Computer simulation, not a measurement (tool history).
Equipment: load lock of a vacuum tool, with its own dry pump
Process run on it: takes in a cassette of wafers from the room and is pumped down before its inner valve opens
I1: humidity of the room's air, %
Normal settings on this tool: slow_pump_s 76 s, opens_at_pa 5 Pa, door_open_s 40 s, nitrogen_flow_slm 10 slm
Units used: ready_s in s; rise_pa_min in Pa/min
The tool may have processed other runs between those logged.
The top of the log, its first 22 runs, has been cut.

Run 23, day 183.292: usual settings but nitrogen_flow_slm 5 slm; I1 47.1. Result: ready_s 142.8 s, rise_pa_min 0.049 Pa/min.
Run 24, day 196.221: usual settings but opens_at_pa 4 Pa; I1 44.3. Result: ready_s 144.9 s, rise_pa_min 0.043 Pa/min.
Run 25, day 207.683: usual settings but opens_at_pa 4 Pa; I1 43.9. Result: ready_s 144.7 s, rise_pa_min 0.041 Pa/min.
Run 26, day 213.446: usual settings but opens_at_pa 4 Pa; I1 45. Result: ready_s 144.2 s, rise_pa_min 0.042 Pa/min.
Run 27, day 226.292: usual settings but opens_at_pa 9 Pa, door_open_s 31 s, nitrogen_flow_slm 15 slm; I1 42.7. Result: ready_s 137.8 s, rise_pa_min 0.032 Pa/min.
Run 28, day 234.546: usual settings but door_open_s 39 s; I1 46.2. Result: ready_s 142.2 s, rise_pa_min 0.042 Pa/min.
Run 29, day 246.221: usual settings but door_open_s 155 s, nitrogen_flow_slm 21 slm; I1 45.5. Result: ready_s 143.2 s, rise_pa_min 0.069 Pa/min.
Run 30, day 255.092: usual settings but slow_pump_s 126 s, opens_at_pa 4 Pa, nitrogen_flow_slm 5 slm; I1 41.7. Result: ready_s 182.3 s, rise_pa_min 0.044 Pa/min.
At day 264.333: door's seal changed, seat wiped.
Run 31, day 264.508: usual settings but slow_pump_s 63 s, opens_at_pa 4 Pa, door_open_s 100 s, nitrogen_flow_slm 5 slm; I1 47.6. Result: ready_s 135.2 s, rise_pa_min 0.082 Pa/min.

Each row is a separate what-if for the run after 31, all from the same tool condition, not one after another. Results?
Run A, day 270.954: usual settings but slow_pump_s 52 s, opens_at_pa 9 Pa, door_open_s 100 s, nitrogen_flow_slm 5 slm; I1 46. Result: ready_s ?, rise_pa_min ?.
Run B, day 270.954: usual settings but door_open_s 31 s; I1 45.1. Result: ready_s ?, rise_pa_min ?.
Run C, day 270.954: usual settings but slow_pump_s 63 s, opens_at_pa 7 Pa, door_open_s 100 s, nitrogen_flow_slm 5 slm; I1 44.5. Result: ready_s ?, rise_pa_min ?.
Run D, day 270.954: usual settings but door_open_s 219 s; I1 46.1. Result: ready_s ?, rise_pa_min ?.

run  ready_s  rise_pa_min
  A      120        0.086
  B    141.8        0.034
  C    129.8        0.078
  D    142.6         0.11
The same runs, with their run-to-run variation unchanged, on a tool lacking any hidden condition would have given:
run  ready_s  rise_pa_min
  A    119.9        0.086
  B    141.7        0.034
  C    129.6        0.078
  D    142.5         0.11
